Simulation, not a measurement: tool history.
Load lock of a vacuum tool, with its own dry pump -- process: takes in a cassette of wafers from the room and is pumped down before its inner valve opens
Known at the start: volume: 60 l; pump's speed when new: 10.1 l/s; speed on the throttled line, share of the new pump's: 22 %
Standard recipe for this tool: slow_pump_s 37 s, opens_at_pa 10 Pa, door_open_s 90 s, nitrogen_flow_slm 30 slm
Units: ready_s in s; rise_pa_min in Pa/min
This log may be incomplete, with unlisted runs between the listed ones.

run,hour,slow_pump_s,opens_at_pa,door_open_s,nitrogen_flow_slm,"incoming humidity of the room's air, %",ready_s,rise_pa_min
1,0.0,37,10,90,30,41.0,84.4,0.132
2,601.7,37,10,90,30,47.1,84.6,0.145
3,993.6,37,10,90,30,46.5,85.0,0.146
4,1503.6,37,10,90,30,44.7,85.2,0.166
5,1995.2,37,10,90,30,43.3,85.7,0.169
6,2323.3,23,10,90,30,46.6,75.1,0.180
7,2787.4,23,10,90,30,43.1,74.1,0.185
8,3181.0,48,10,90,30,47.0,93.7,0.188
9,3525.3,37,10,90,30,45.2,86.4,0.200
10,4077.0,37,10,41,30,45.1,85.8,0.207
11,4587.1,37,9,41,30,45.9,86.9,0.223
12,5187.4,37,10,90,20,44.1,86.2,0.242
13,5590.7,37,10,90,20,43.8,87.2,0.248
14,5858.1,37,10,90,20,46.5,87.6,0.262
15,6340.8,37,10,90,20,42.3,87.2,0.270
16,6774.0,37,10,90,33,45.2,87.6,0.282
17,7326.6,37,10,90,33,44.4,87.9,0.296
18,7929.3,37,10,90,33,46.6,87.6,0.315
19,8397.0,37,10,90,33,44.9,88.0,0.322
20,8863.4,37,10,90,33,42.7,88.0,0.333
21,9259.8,37,12,41,33,45.6,87.0,0.357
22,9718.4,37,10,140,4,45.4,89.6,0.397
23,10237.0,30,10,90,9,46.8,83.5,0.390
# hour 10379.0: door's seal changed, seat wiped
24,10786.9,30,10,90,9,47.1,84.2,0.032
25,11216.3,30,10,90,9,42.3,84.4,0.034
26,11513.7,37,16,174,27,45.4,86.8,0.035
27,11856.5,37,16,174,27,41.8,86.6,0.035
28,12259.7,30,18,174,27,43.7,81.3,0.039
29,12591.5,30,10,90,30,45.6,85.5,0.033

Run 30 is up next; what results do you expect?
30,13168.7,56,10,162,5,47.0,?,?

{"run 30": {"ready_s": 104.7, "rise_pa_min": 0.075}}
The same run, on a tool lacking any hidden state, would have yielded ready_s 98.9 s, rise_pa_min 0.052 Pa/min.
